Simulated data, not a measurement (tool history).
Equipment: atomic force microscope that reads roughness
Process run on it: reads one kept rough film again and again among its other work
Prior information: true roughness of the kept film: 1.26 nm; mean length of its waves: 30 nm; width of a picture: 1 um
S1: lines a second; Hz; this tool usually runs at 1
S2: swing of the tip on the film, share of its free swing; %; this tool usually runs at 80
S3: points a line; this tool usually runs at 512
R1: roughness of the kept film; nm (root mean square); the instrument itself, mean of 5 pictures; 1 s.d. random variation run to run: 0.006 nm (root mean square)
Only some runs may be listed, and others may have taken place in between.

{"run": 1, "hour": 0.0, "S1": 1, "S2": 80, "S3": 512, "R1": 1.102}
{"run": 2, "hour": 11.4, "S1": 1.91, "S2": 80, "S3": 512, "R1": 1.005}
{"run": 3, "hour": 17.3, "S1": 1, "S2": 80, "S3": 512, "R1": 1.084}
{"run": 4, "hour": 26.8, "S1": 1, "S2": 80, "S3": 512, "R1": 1.066}
{"run": 5, "hour": 37.8, "S1": 1, "S2": 68, "S3": 512, "R1": 1.103}
{"hour": 45.7, "done": "new tip fitted"}
{"run": 6, "hour": 45.7, "S1": 1, "S2": 68, "S3": 512, "R1": 1.147}
{"run": 7, "hour": 57.8, "S1": 1, "S2": 80, "S3": 485, "R1": 1.095}
{"run": 8, "hour": 69.1, "S1": 1, "S2": 80, "S3": 485, "R1": 1.066}
{"run": 9, "hour": 81.5, "S1": 1, "S2": 80, "S3": 485, "R1": 1.06}
{"hour": 93.0, "done": "new tip fitted"}
{"run": 10, "hour": 93.2, "S1": 1, "S2": 80, "S3": 485, "R1": 1.106}
{"run": 11, "hour": 103.6, "S1": 1, "S2": 80, "S3": 485, "R1": 1.088}
{"run": 12, "hour": 115.1, "S1": 1, "S2": 80, "S3": 485, "R1": 1.08}
{"run": 13, "hour": 127.8, "S1": 0.69, "S2": 80, "S3": 512, "R1": 1.087}
{"hour": 139.5, "done": "new tip fitted"}
{"run": 14, "hour": 141.2, "S1": 1, "S2": 80, "S3": 512, "R1": 1.107}
{"run": 15, "hour": 149.0, "S1": 1, "S2": 80, "S3": 512, "R1": 1.095}
{"run": 16, "hour": 157.1, "S1": 2.25, "S2": 80, "S3": 512, "R1": 0.969}
{"run": 17, "hour": 167.6, "S1": 1, "S2": 84, "S3": 512, "R1": 1.045}
{"run": 18, "hour": 181.0, "S1": 1, "S2": 84, "S3": 512, "R1": 1.019}
{"hour": 186.5, "done": "new tip fitted"}
{"run": 19, "hour": 192.1, "S1": 1, "S2": 66, "S3": 512, "R1": 1.151}
{"hour": 194.4, "done": "height scale calibrated on a step standard"}
{"run": 20, "hour": 205.3, "S1": 1, "S2": 80, "S3": 512, "R1": 1.079}
{"run": 21, "hour": 212.8, "S1": 1, "S2": 80, "S3": 512, "R1": 1.071}
{"run": 22, "hour": 221.8, "S1": 1, "S2": 80, "S3": 512, "R1": 1.049}
{"run": 23, "hour": 227.5, "S1": 1, "S2": 80, "S3": 512, "R1": 1.048}
{"hour": 234.4, "done": "new tip fitted"}
{"run": 24, "hour": 236.6, "S1": 1, "S2": 80, "S3": 512, "R1": 1.097}
{"run": 25, "hour": 248.3, "S1": 1.26, "S2": 55, "S3": 555, "R1": 1.148}
{"run": 26, "hour": 260.5, "S1": 3.82, "S2": 57, "S3": 282, "R1": 1.052}
{"hour": 269.2, "done": "height scale calibrated on a step standard, once more"}
{"run": 27, "hour": 273.4, "S1": 3.82, "S2": 76, "S3": 403, "R1": 0.886}
{"hour": 282.3, "done": "new tip fitted"}
{"run": 28, "hour": 286.3, "S1": 3.82, "S2": 76, "S3": 403, "R1": 0.921}
{"run": 29, "hour": 293.3, "S1": 1, "S2": 81, "S3": 512, "R1": 1.088}
{"run": 30, "hour": 302.4, "S1": 1, "S2": 81, "S3": 512, "R1": 1.073}
{"run": 31, "hour": 312.4, "S1": 0.8, "S2": 76, "S3": 335, "R1": 1.093}
{"run": 32, "hour": 319.9, "S1": 0.57, "S2": 80, "S3": 512, "R1": 1.092}
{"hour": 328.9, "done": "new tip fitted"}
{"run": 33, "hour": 328.9, "S1": 1, "S2": 61, "S3": 512, "R1": 1.181}
{"run": 34, "hour": 335.5, "S1": 1, "S2": 61, "S3": 512, "R1": 1.177}
{"run": 35, "hour": 347.4, "S1": 1, "S2": 77, "S3": 536, "R1": 1.101}
{"run": 36, "hour": 356.7, "S1": 1, "S2": 84, "S3": 512, "R1": 1.058}
{"run": 37, "hour": 362.9, "S1": 0.67, "S2": 83, "S3": 888, "R1": 1.087}
{"run": 38, "hour": 369.3, "S1": 3.05, "S2": 60, "S3": 527, "R1": 1.052}
{"hour": 375.9, "done": "new tip fitted"}
{"run": 39, "hour": 376.1, "S1": 3.05, "S2": 60, "S3": 527, "R1": 1.113}
{"run": 40, "hour": 386.0, "S1": 1, "S2": 80, "S3": 512, "R1": 1.087}
{"run": 41, "hour": 397.5, "S1": 0.81, "S2": 80, "S3": 622, "R1": 1.097}
{"run": 42, "hour": 410.8, "S1": 0.81, "S2": 80, "S3": 622, "R1": 1.084}
{"run": 43, "hour": 420.4, "S1": 2.98, "S2": 80, "S3": 708, "R1": 0.891}
{"hour": 423.1, "done": "new tip fitted"}
{"run": 44, "hour": 435.0, "S1": 2.98, "S2": 80, "S3": 708, "R1": 0.915}
{"run": 45, "hour": 445.0, "S1": 1, "S2": 80, "S3": 375, "R1": 1.071}
{"run": 46, "hour": 452.8, "S1": 1, "S2": 80, "S3": 375, "R1": 1.06}
{"run": 47, "hour": 460.1, "S1": 1, "S2": 80, "S3": 968, "R1": 1.055}

Each row is a separate what-if for the run after 47, all from the same tool condition, not one after another. Results?
{"run": "A", "hour": 467.1, "S1": 3.55, "S2": 80, "S3": 281, "R1": "?"}
{"run": "B", "hour": 467.1, "S1": 2.52, "S2": 58, "S3": 413, "R1": "?"}
{"run": "C", "hour": 467.1, "S1": 3.9, "S2": 55, "S3": 968, "R1": "?"}
{"run": "D", "hour": 467.1, "S1": 0.68, "S2": 59, "S3": 968, "R1": "?"}

run=A R1=0.84
run=B R1=1.074
run=C R1=1.067
run=D R1=1.142
Take away the tool's hidden state, keep each run's random variation, and the runs would have read:
run=A R1=0.89
run=B R1=1.139
run=C R1=1.13
run=D R1=1.21

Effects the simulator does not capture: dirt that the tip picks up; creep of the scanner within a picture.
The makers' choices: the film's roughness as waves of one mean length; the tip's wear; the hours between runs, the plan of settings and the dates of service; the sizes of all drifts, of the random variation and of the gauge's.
